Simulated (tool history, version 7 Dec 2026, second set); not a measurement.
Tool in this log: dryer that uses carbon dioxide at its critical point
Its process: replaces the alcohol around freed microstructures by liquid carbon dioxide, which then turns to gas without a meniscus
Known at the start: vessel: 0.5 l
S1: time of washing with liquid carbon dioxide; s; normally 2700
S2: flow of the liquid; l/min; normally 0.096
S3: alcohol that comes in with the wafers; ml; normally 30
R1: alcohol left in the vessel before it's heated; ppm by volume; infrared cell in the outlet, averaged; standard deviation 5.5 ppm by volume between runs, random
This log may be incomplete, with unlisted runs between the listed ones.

run,day,S1,S2,S3,R1
1,0,2700,0.096,30,177
2,0.467,2700,0.1322,30,23
3,1.125,2820,0.1322,30,23
4,1.792,2820,0.1322,30,26
5,2.192,2700,0.096,30,190
6,2.662,2400,0.096,30,353
7,3.158,2400,0.096,30,365
8,3.517,2400,0.096,30,362
9,4.112,2160,0.096,30,582
10,4.521,2160,0.096,30,582
11,4.879,2160,0.096,24,473
12,5.162,2160,0.096,24,500
13,5.688,2160,0.096,24,493
14,6.138,2160,0.096,24,495
15,6.758,2700,0.096,47,316
16,7.35,2700,0.096,30,210
17,7.733,2700,0.096,30,214
18,8.038,2700,0.096,30,214
19,8.383,2700,0.096,30,220
20,8.704,2700,0.096,60,403
21,9.304,2700,0.096,36,253
22,9.596,2700,0.096,100,684
23,10.208,2700,0.096,100,670
24,10.638,1920,0.096,30,1058
25,11.071,1920,0.096,30,1077
26,11.538,3000,0.1398,30,34
27,11.95,2040,0.0833,56,2746
28,12.538,2040,0.0833,56,2799
29,12.833,1740,0.0833,83,7188

Run 30 has not been measured yet. What should we expect?
30,13.162,1740,0.1199,83,?

{"run 30": {"R1": 1710}}
With the hidden condition absent and the run-to-run variation left alone, this run would have shown R1 1247 ppm by volume.

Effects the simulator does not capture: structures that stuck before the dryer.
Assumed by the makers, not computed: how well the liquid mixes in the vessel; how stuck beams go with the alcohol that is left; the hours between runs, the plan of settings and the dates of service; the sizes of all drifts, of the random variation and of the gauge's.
